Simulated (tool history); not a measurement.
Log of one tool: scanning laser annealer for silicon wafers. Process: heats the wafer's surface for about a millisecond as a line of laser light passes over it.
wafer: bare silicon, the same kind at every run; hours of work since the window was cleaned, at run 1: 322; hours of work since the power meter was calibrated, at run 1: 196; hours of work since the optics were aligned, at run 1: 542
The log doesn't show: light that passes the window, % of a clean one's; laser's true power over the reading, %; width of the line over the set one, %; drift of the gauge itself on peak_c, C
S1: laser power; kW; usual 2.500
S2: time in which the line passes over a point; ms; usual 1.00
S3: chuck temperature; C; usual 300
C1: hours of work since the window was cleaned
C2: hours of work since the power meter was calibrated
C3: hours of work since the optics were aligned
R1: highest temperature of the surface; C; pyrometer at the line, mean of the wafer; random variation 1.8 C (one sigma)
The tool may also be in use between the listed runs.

Run 1, hour 0.0: usual settings; C1 322; C2 196; C3 542. Result: R1 988 C.
Run 2, hour 5.0: usual settings; C1 325; C2 199; C3 545. Result: R1 985 C.
Run 3, hour 13.8: usual settings but S2 0.84 ms; C1 330; C2 203; C3 550. Result: R1 916 C.
Run 4, hour 22.7: usual settings but S2 0.84 ms; C1 334; C2 208; C3 554. Result: R1 920 C.
Run 5, hour 32.4: usual settings but S2 0.84 ms; C1 339; C2 213; C3 559. Result: R1 920 C.
Run 6, hour 41.3: usual settings; C1 344; C2 218; C3 564. Result: R1 987 C.
Run 7, hour 52.3: usual settings; C1 349; C2 223; C3 570. Result: R1 985 C.
Run 8, hour 58.2: usual settings; C1 353; C2 227; C3 573. Result: R1 986 C.
Run 9, hour 63.5: usual settings but S3 303 C; C1 355; C2 229; C3 575. Result: R1 989 C.
Run 10, hour 71.1: usual settings but S3 303 C; C1 359; C2 233; C3 579. Result: R1 992 C.
Run 11, hour 77.8: usual settings but S3 322 C; C1 363; C2 237; C3 583. Result: R1 1005 C.
Run 12, hour 84.0: usual settings; C1 366; C2 240; C3 586. Result: R1 983 C.
Run 13, hour 94.0: usual settings; C1 371; C2 245; C3 591. Result: R1 984 C.
Run 14, hour 100.4: usual settings; C1 374; C2 248; C3 594. Result: R1 980 C.
Run 15, hour 109.4: usual settings but S3 262 C; C1 379; C2 253; C3 599. Result: R1 944 C.
Run 16, hour 114.5: usual settings but S1 2.623 kW; C1 382; C2 256; C3 602. Result: R1 1015 C.
Run 17, hour 121.9: usual settings but S1 2.623 kW; C1 386; C2 260; C3 606. Result: R1 1014 C.
Run 18, hour 130.7: usual settings but S1 2.725 kW, S2 0.83 ms, S3 322 C; C1 390; C2 264; C3 610. Result: R1 986 C.
Run 19, hour 138.2: usual settings but S1 2.725 kW, S2 0.83 ms, S3 322 C; C1 394; C2 268; C3 614. Result: R1 986 C.
Run 20, hour 145.1: usual settings but S1 2.547 kW; C1 398; C2 272; C3 618. Result: R1 990 C.
Run 21, hour 155.2: usual settings but S1 2.547 kW, S2 1.13 ms, S3 308 C; C1 403; C2 277; C3 623. Result: R1 1056 C.
Run 22, hour 162.8: usual settings but S1 2.547 kW, S2 1.13 ms, S3 308 C; C1 407; C2 281; C3 627. Result: R1 1052 C.
Run 23, hour 171.9: usual settings but S1 2.547 kW, S2 1.13 ms, S3 308 C; C1 412; C2 286; C3 632. Result: R1 1049 C.
Run 24, hour 181.9: usual settings but S1 2.322 kW, S2 1.13 ms, S3 286 C; C1 417; C2 291; C3 637. Result: R1 967 C.
Run 25, hour 188.0: usual settings but S3 302 C; C1 420; C2 294; C3 640. Result: R1 982 C.
Run 26, hour 195.2: usual settings but S3 302 C; C1 424; C2 298; C3 644. Result: R1 981 C.
Run 27, hour 203.2: usual settings but S2 1.07 ms, S3 312 C; C1 428; C2 302; C3 648. Result: R1 1018 C.
Run 28, hour 214.3: usual settings but S1 2.395 kW, S2 0.76 ms, S3 273 C; C1 434; C2 308; C3 654. Result: R1 824 C.
Run 29, hour 219.5: usual settings but S1 2.646 kW, S2 1.23 ms, S3 338 C; C1 436; C2 310; C3 656. Result: R1 1146 C.

5 ways to go on from here, each from the tool as it stands after run 29. What would each give?
Run A, hour 228.2: usual settings but S1 2.267 kW, S2 1.23 ms, S3 338 C; C1 441; C2 315; C3 661. Result: R1 ?.
Run B, hour 228.2: usual settings but S1 2.462 kW, S2 1.04 ms, S3 309 C; C1 441; C2 315; C3 661. Result: R1 ?.
Run C, hour 228.2: usual settings but S1 2.154 kW, S2 1.23 ms, S3 338 C; C1 441; C2 315; C3 661. Result: R1 ?.
Run D, hour 228.2: usual settings but S1 2.569 kW, S2 1.14 ms, S3 338 C; C1 441; C2 315; C3 661. Result: R1 ?.
Run E, hour 228.2: usual settings but S3 282 C; C1 441; C2 315; C3 661. Result: R1 ?.

run    R1
  A  1032
  B   990
  C   999
  D  1092
  E   957
Without the tool's hidden state the same runs would have given:
run    R1
  A  1074
  B  1032
  C  1039
  D  1138
  E   999

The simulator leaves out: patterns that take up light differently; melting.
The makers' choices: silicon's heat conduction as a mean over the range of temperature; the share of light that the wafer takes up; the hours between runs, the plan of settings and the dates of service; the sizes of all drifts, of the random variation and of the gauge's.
